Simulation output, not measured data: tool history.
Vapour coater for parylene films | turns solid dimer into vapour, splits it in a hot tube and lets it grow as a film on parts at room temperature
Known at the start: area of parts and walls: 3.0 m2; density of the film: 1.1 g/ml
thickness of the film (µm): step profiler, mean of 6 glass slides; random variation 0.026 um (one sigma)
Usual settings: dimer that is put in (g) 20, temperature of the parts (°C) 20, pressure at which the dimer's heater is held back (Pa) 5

run   hour  dimer that is put in (g)  temperature of the parts (°C)  pressure at which the dimer's heater is held back (Pa)  thickness of the film (µm)
  1      0                        20                             20                                                       5                        4.53
      11.5  -- trap's valve overhauled
  2   18.1                        20                             20                                                       5                        4.52
  3     32                        20                             25                                                       5                        3.75
  4     47                        20                             32                                                       5                        2.84
  5   64.1                        20                             32                                                       5                        2.83
  6   75.9                        20                             32                                                       5                        2.86
  7   94.4                        20                             20                                                       5                        4.56
  8  105.1                        20                             20                                                       5                        4.56
  9    123                        20                             13                                                       5                        5.99
 10  134.7                        20                             13                                                    9.91                        5.66
 11  152.4                        20                             13                                                    9.91                        5.65
 12  165.7                        20                             13                                                    9.91                        5.64
 13  183.2                        20                             25                                                    2.85                        3.92
 14  200.8                         8                             27                                                    2.85                        1.44
 15  218.3                        16                             27                                                    7.95                        2.64
 16  229.2                        11                             14                                                    7.95                        3.05
 17  239.2                        36                             24                                                    2.64                        7.31
 18  251.6                        12                             21                                                     5.4                        2.61

4 ways to go on from here, each from the tool as it stands after run 18. What would each give?
  A  268.9                        33                             26                                                   10.89                           ?
  B  268.9                        11                             17                                                    2.57                           ?
  C  268.9                        10                             20                                                       5                           ?
  D  268.9                        20                             20                                                       5                           ?

run  thickness of the film (µm)
  A                        5.55
  B                        2.96
  C                        2.31
  D                        4.54
Without the tool's hidden state the same runs would have given:
run  thickness of the film (µm)
  A                        5.55
  B                        2.96
  C                        2.31
  D                        4.54
